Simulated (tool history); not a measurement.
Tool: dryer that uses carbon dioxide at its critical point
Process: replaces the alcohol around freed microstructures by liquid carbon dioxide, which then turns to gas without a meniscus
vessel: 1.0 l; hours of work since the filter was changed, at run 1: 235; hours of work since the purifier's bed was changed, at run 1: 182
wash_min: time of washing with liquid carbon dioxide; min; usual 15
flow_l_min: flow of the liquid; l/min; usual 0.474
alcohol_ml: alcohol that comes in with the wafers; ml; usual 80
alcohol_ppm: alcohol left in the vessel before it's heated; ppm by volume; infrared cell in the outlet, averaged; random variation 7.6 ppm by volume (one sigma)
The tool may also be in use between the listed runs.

run    hour  wash_min  flow_l_min  alcohol_ml  hours of work since the filter was changed  hours of work since the purifier's bed was changed  alcohol_ppm
  1     0.0        15       0.474          80                                         235                                                 182          521
  2    42.1        16       0.474          80                                         265                                                 212          403
  3    71.4        16       0.474          80                                         286                                                 232          416
  4   121.7        16       0.474          80                                         321                                                 268          446
  5   168.4        16       0.474          80                                         354                                                 301          483
  6   213.9        16       0.474          80                                         387                                                 333          472
  7   249.9        16       0.474          80                                         412                                                 359          493
  8   283.9        16       0.474          80                                         436                                                 383          501
  9   324.1        16       0.474          97                                         464                                                 411          609
 10   346.8        15       0.474          80                                         481                                                 427          700
 11   373.3        15       0.474          80                                         499                                                 446          735
 12   419.4        15       0.474          80                                         532                                                 479          766
 13   455.7        15       0.474          80                                         558                                                 504          777
      490.7  -- inlet filter changed
 14   504.2        15       0.474          80                                          10                                                 538          557
 15   552.4        15       0.474          80                                          44                                                 572          583
 16   578.9        15       0.474          80                                          62                                                 591          575
      619.0  -- purifier's bed changed
 17   625.1        15       0.474          80                                          93                                                   4          431
 18   659.3        15       0.474          80                                         117                                                  29          452
 19   698.1        15       0.474          80                                         145                                                  56          475
 20   720.8        15       0.474          80                                         161                                                  72          468
 21   774.2        15       0.474          80                                         199                                                 110          507
 22   827.7        15       0.474          80                                         236                                                 148          529
 23   865.9        15       0.474          80                                         264                                                 175          541
 24   908.1        15       0.474          59                                         293                                                 205          441
 25   949.9        20       0.389          53                                         323                                                 234          285
 26  1003.4        12       0.418         117                                         361                                                 272         3536
 27  1047.7        15       0.418         117                                         392                                                 303         1557
 28  1099.1        18       0.418         117                                         429                                                 340          735
 29  1126.5        13       0.474          80                                         448                                                 359         1193
 30  1179.4        11       0.338          24                                         485                                                 397         2006
 31  1208.2        11       0.338          24                                         506                                                 417         2053
 32  1258.1        11       0.415          24                                         541                                                 452         1180

Forecast run 33:
 33  1300.5        13       0.342          97                                         571                                                 482            ?

Run 33 gave alcohol_ppm 4825 ppm by volume.
Without the tool's hidden state the same run would have given alcohol_ppm 3377 ppm by volume.
